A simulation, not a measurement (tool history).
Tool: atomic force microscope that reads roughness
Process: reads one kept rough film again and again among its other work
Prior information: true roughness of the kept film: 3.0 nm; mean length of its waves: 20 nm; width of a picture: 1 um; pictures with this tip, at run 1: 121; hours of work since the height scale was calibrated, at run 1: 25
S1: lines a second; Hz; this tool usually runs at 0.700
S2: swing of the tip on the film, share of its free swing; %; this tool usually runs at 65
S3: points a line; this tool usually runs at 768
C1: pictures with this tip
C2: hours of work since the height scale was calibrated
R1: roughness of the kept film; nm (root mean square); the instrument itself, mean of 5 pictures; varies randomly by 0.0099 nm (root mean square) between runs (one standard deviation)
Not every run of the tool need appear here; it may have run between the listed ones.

run,hour,S1,S2,S3,C1,C2,R1
1,0.0,0.700,65,768,121,25,1.730
# hour 9.6: new tip fitted
2,10.0,0.700,65,768,0,30,2.247
3,22.9,0.700,65,768,23,37,2.147
4,39.0,0.700,65,768,51,45,2.008
5,54.3,0.700,65,768,77,53,1.919
6,67.1,0.700,65,768,100,60,1.822
7,81.3,0.700,65,768,124,67,1.767
# hour 89.2: new tip fitted
8,96.0,0.700,65,768,12,74,2.202
9,110.3,0.700,62,768,37,82,2.077
10,127.1,0.646,65,768,66,90,1.960
11,140.9,0.646,65,768,90,97,1.868
12,159.5,0.646,65,768,122,107,1.747
# hour 168.2: new tip fitted
13,172.7,0.646,65,768,7,114,2.222
14,187.8,0.700,65,768,34,121,2.067
15,204.9,1.349,65,768,63,130,1.934
16,221.4,1.349,61,768,92,139,1.833
17,238.0,0.700,88,768,121,147,1.674
# hour 240.0: height scale calibrated on a step standard
# hour 248.8: new tip fitted
18,256.1,0.700,88,768,13,8,2.102
19,269.8,0.700,88,768,36,15,2.011
20,280.8,0.700,88,768,56,21,1.912
# hour 284.4: height scale calibrated on a step standard, once more
21,295.7,0.700,88,768,80,6,1.847
22,305.8,0.700,88,768,97,11,1.779
23,315.2,0.700,88,768,114,16,1.707
24,326.6,0.517,65,768,133,22,1.732
# hour 328.9: new tip fitted
25,342.4,0.517,65,768,23,30,2.145
26,352.8,0.517,65,768,41,35,2.058
27,361.7,0.517,65,768,57,40,1.988
28,370.2,0.517,65,768,71,44,1.929
29,381.4,0.700,65,454,91,50,1.844
30,398.2,3.259,76,486,120,58,1.540
# hour 407.9: new tip fitted
31,415.1,3.259,76,486,12,67,1.920
32,433.8,1.543,60,335,45,77,1.970
33,446.1,0.515,62,392,66,83,1.926
34,459.3,2.338,57,768,89,90,1.817
35,472.2,2.338,57,768,112,96,1.738
36,483.9,2.338,57,768,132,102,1.673
# hour 487.6: new tip fitted
37,495.0,0.700,65,652,12,108,2.169
38,509.7,0.700,65,652,38,115,2.068
39,523.7,0.700,67,285,62,123,1.890
40,539.0,0.700,67,285,89,130,1.783
41,556.3,0.700,67,285,119,139,1.698
# hour 566.5: new tip fitted
42,574.1,0.700,67,285,13,148,2.071
43,583.1,3.675,85,594,29,153,1.649
44,599.4,3.675,85,594,57,161,1.551
45,609.2,2.364,70,594,74,166,1.758
46,617.1,0.977,83,318,88,170,1.715
47,631.1,0.700,65,567,112,178,1.741
48,639.8,0.700,65,567,127,182,1.703
# hour 646.7: new tip fitted
49,649.6,1.010,80,384,5,187,2.095
50,666.6,0.700,65,641,35,196,2.060
51,681.5,0.700,71,932,61,203,1.916
52,693.5,0.700,71,932,82,210,1.848

Alternative continuations, all from the tool just after run 52; predict every row:
A,710.0,0.988,62,421,110,218,?
B,710.0,0.700,71,300,110,218,?
C,710.0,0.700,74,395,110,218,?
D,710.0,0.968,74,329,110,218,?

run,R1
A,1.736
B,1.721
C,1.730
D,1.699
Stripped of hidden state, with their random variation kept, the same runs would have yielded:
run,R1
A,2.226
B,2.209
C,2.217
D,2.180
